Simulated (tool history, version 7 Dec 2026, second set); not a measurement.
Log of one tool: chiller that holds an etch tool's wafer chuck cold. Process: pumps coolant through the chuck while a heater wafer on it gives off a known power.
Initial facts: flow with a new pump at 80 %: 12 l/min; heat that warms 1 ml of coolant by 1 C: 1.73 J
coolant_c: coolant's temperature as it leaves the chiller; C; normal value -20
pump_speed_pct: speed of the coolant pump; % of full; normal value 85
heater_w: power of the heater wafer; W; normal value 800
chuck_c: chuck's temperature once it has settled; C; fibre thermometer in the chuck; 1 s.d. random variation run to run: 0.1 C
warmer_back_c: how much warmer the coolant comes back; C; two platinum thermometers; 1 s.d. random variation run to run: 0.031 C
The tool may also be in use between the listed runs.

run	hour	coolant_c	pump_speed_pct	heater_w	chuck_c	warmer_back_c
1	0	-20	85	800	-14.2	2.68
2	88.9	-20	85	467	-16.8	1.58
3	202.9	-20	85	467	-16.6	1.63
4	292.7	-20	85	467	-16.7	1.64
5	420.8	-20	85	1056	-11.5	3.7
# hour 465.1: chiller's thermometer calibrated
6	526.5	-20	85	1056	-10.8	3.65
7	658.6	-20	85	1056	-10.6	3.67
8	726.9	-20	85	800	-13	2.8
9	822.1	-20	85	800	-12.8	2.86
10	983.4	-20	85	800	-12.9	2.85
11	1081.6	-20	85	800	-12.7	2.88
12	1201.8	-20	85	626	-14.1	2.31
13	1359.9	-20	85	626	-14.1	2.28
14	1482.8	-16	85	626	-10.1	2.32
# hour 1496.5: coolant pump overhauled
15	1608	-20	85	482	-16.5	1.3
16	1701.4	-20	85	504	-16.2	1.4
# hour 1774.5: coolant changed, channels flushed
17	1789	-25	78	500	-22.1	1.52
18	1922.2	-30	85	800	-25.5	2.22
19	2024.3	-20	85	448	-17.5	1.31
20	2173.4	-20	85	448	-17.5	1.24
21	2320.8	-20	65	406	-17.2	1.49
22	2392.3	-20	65	406	-17.4	1.47
23	2528.1	-27	85	1120	-20.2	3.13
24	2605.1	-27	88	1127	-20.2	3.16
25	2728.6	-27	88	1127	-20.2	3.11
26	2815.4	-27	88	1127	-20.3	3.11
27	2948.8	-27	88	1127	-20.1	3.19
28	3036.5	-20	79	800	-14.6	2.46
29	3138.5	-20	79	800	-14.6	2.51
30	3284.9	-26	67	800	-19.8	2.95
31	3367.6	-20	81	946	-13.7	2.95

Had the tool no unlogged condition, and each run kept its random variation, what would the results have been?
Hidden state present: heat passed by the chuck's channels, % of clean ones'; flow at a given pump speed, % of a new pump's; coolant's true temperature over the reading, C; drift of the gauge itself on chuck_c, C; drift of the gauge itself on warmer_back_c, C.
run	chuck_c	warmer_back_c
1	-15.3	2.18
2	-17.1	1.28
3	-17.1	1.32
4	-17.1	1.32
5	-13.6	2.95
6	-13.6	2.89
7	-13.5	2.88
8	-15.2	2.19
9	-15.1	2.23
10	-15.3	2.2
11	-15.2	2.22
12	-16.1	1.77
13	-16.1	1.72
14	-12.2	1.74
15	-17.1	1.3
16	-16.9	1.39
17	-21.8	1.51
18	-25.3	2.18
19	-17.2	1.29
20	-17.3	1.21
21	-16.9	1.44
22	-17.1	1.42
23	-20.3	3
24	-20.3	3.02
25	-20.4	2.95
26	-20.5	2.94
27	-20.4	3
28	-14.7	2.3
29	-14.8	2.34
30	-20.2	2.74
31	-14.1	2.72
